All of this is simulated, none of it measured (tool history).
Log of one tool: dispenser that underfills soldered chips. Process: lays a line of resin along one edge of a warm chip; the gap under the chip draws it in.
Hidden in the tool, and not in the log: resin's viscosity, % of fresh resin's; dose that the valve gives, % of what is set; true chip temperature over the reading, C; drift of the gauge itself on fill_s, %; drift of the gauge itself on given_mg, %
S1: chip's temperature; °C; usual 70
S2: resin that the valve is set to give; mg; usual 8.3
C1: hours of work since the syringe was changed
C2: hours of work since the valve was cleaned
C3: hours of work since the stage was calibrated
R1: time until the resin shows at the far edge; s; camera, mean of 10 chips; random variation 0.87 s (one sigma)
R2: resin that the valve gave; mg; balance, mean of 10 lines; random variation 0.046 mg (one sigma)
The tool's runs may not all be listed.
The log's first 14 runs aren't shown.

run   hour  S1    S2  C1  C2   C3     R1    R2
 15   69.7  70   8.3   4   3  120  113.1  8.37
        73  -- new syringe of resin
 16   74.7  70   8.3   1   7  123     89  8.22
 17     78  61   8.3   4   9  125  148.6  8.29
      82.7  -- new syringe of resin
 18   84.2  70   8.3   1  13  130     91  8.29
 19   89.1  73   8.3   5  17  133  102.6  8.24
      92.4  -- new syringe of resin
 20     93  73   8.3   0  19  136   75.9  8.33
 21     97  85   8.3   3  22  138   59.3  8.18
     101.9  -- new syringe of resin
 22  102.4  56  7.16   0  26  142  162.6  7.05
 23  106.3  56  7.16   3  29  145  190.6  6.98
 24  110.1  82  9.89   6  31  148   74.7  9.76
     111.3  -- new syringe of resin
 25  115.2  78  9.17   3  35  151   71.7  8.98
     120.6  -- new syringe of resin
 26  121.4  57  8.59   1  39  155  149.8  8.51
 27  125.7  76  8.27   4  42  158     84  8.11
       130  -- new syringe of resin
 28    130  81  8.41   0  45  161   54.7  8.14
 29  133.3  66   8.9   2  47  163  110.4  8.65
 30  137.3  64   9.4   5  50  166  143.5  9.14
     139.7  -- new syringe of resin
 31  142.1  75   9.4   2  53  170   76.4  9.14
 32  146.3  78  7.45   5  56  172   85.1  7.23
     149.4  -- new syringe of resin
 33  152.3  80  9.12   2  60  177   64.6  8.71
 34  157.8  72  9.32   6  64  181  110.8  8.94
     158.9  -- new syringe of resin
 35  160.7  76  8.12   1  66  182   73.1  7.85
 36  163.7  76  8.12   3  68  184   83.6  7.71

Forecast each of these 3 alternatives for the next run:
     168.4  -- new syringe of resin
  A  169.1  76  8.55   0  72  188   ?   ?
     168.4  -- new syringe of resin
  B  169.1  77  7.66   0  72  188   ?   ?
     168.4  -- new syringe of resin
  C  169.1  60  9.24   0  72  188   ?   ?

run     R1    R2
  A   69.9  8.19
  B   68.9  7.26
  C  130.4   8.8
Without the tool's hidden state the same runs would have given:
run     R1    R2
  A   65.1  8.56
  B   63.8   7.6
  C  121.5   9.2
